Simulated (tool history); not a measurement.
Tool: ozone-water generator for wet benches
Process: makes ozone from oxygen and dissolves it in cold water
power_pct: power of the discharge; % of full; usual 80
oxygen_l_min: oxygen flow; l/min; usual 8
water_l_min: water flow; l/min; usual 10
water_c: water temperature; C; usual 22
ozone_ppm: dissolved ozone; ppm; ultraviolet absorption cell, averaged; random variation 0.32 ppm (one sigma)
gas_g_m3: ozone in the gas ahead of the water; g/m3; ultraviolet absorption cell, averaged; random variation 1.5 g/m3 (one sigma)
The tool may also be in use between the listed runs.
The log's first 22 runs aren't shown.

run 23 hour=2783.3 | power_pct=80 oxygen_l_min=13.83 water_l_min=10 water_c=22 | ozone_ppm=38.6 gas_g_m3=198.6
run 24 hour=2871 | power_pct=80 oxygen_l_min=13.83 water_l_min=10 water_c=22 | ozone_ppm=38.5 gas_g_m3=197.4
run 25 hour=3031.1 | power_pct=80 oxygen_l_min=13.83 water_l_min=10 water_c=22 | ozone_ppm=38.2 gas_g_m3=198.7
run 26 hour=3152.1 | power_pct=51 oxygen_l_min=13.83 water_l_min=14 water_c=18 | ozone_ppm=26.6 gas_g_m3=139.5
run 27 hour=3292.6 | power_pct=51 oxygen_l_min=13.83 water_l_min=14 water_c=18 | ozone_ppm=26.7 gas_g_m3=139.2
run 28 hour=3434.8 | power_pct=51 oxygen_l_min=9.55 water_l_min=7 water_c=18 | ozone_ppm=38.6 gas_g_m3=170.8
run 29 hour=3512.4 | power_pct=45 oxygen_l_min=7.92 water_l_min=7 water_c=18 | ozone_ppm=37.4 gas_g_m3=174.2
run 30 hour=3663.4 | power_pct=45 oxygen_l_min=7.06 water_l_min=14 water_c=22 | ozone_ppm=25.8 gas_g_m3=182.1
run 31 hour=3743.8 | power_pct=45 oxygen_l_min=7.06 water_l_min=14 water_c=22 | ozone_ppm=25.9 gas_g_m3=183.7
run 32 hour=3855.4 | power_pct=97 oxygen_l_min=4 water_l_min=7 water_c=22 | ozone_ppm=73.3 gas_g_m3=446.5
run 33 hour=3984.9 | power_pct=82 oxygen_l_min=6.92 water_l_min=11 water_c=17 | ozone_ppm=51.2 gas_g_m3=288.3

4 ways to go on from here, each from the tool as it stands after run 33. What would each give?
run A hour=4058.5 | power_pct=70 oxygen_l_min=4.81 water_l_min=11 water_c=18 | ozone_ppm=? gas_g_m3=?
run B hour=4058.5 | power_pct=42 oxygen_l_min=6.62 water_l_min=13 water_c=17 | ozone_ppm=? gas_g_m3=?
run C hour=4058.5 | power_pct=48 oxygen_l_min=6.92 water_l_min=6 water_c=17 | ozone_ppm=? gas_g_m3=?
run D hour=4058.5 | power_pct=80 oxygen_l_min=8 water_l_min=9 water_c=22 | ozone_ppm=? gas_g_m3=?

run=A ozone_ppm=46.8 gas_g_m3=314.8
run=B ozone_ppm=28.6 gas_g_m3=180.9
run=C ozone_ppm=44.6 gas_g_m3=195.3
run=D ozone_ppm=47.3 gas_g_m3=262
Without the tool's hidden state the same runs would have given:
run=A ozone_ppm=52.9 gas_g_m3=347.2
run=B ozone_ppm=31.2 gas_g_m3=191.9
run=C ozone_ppm=48.6 gas_g_m3=209.3
run=D ozone_ppm=53.9 gas_g_m3=291.7

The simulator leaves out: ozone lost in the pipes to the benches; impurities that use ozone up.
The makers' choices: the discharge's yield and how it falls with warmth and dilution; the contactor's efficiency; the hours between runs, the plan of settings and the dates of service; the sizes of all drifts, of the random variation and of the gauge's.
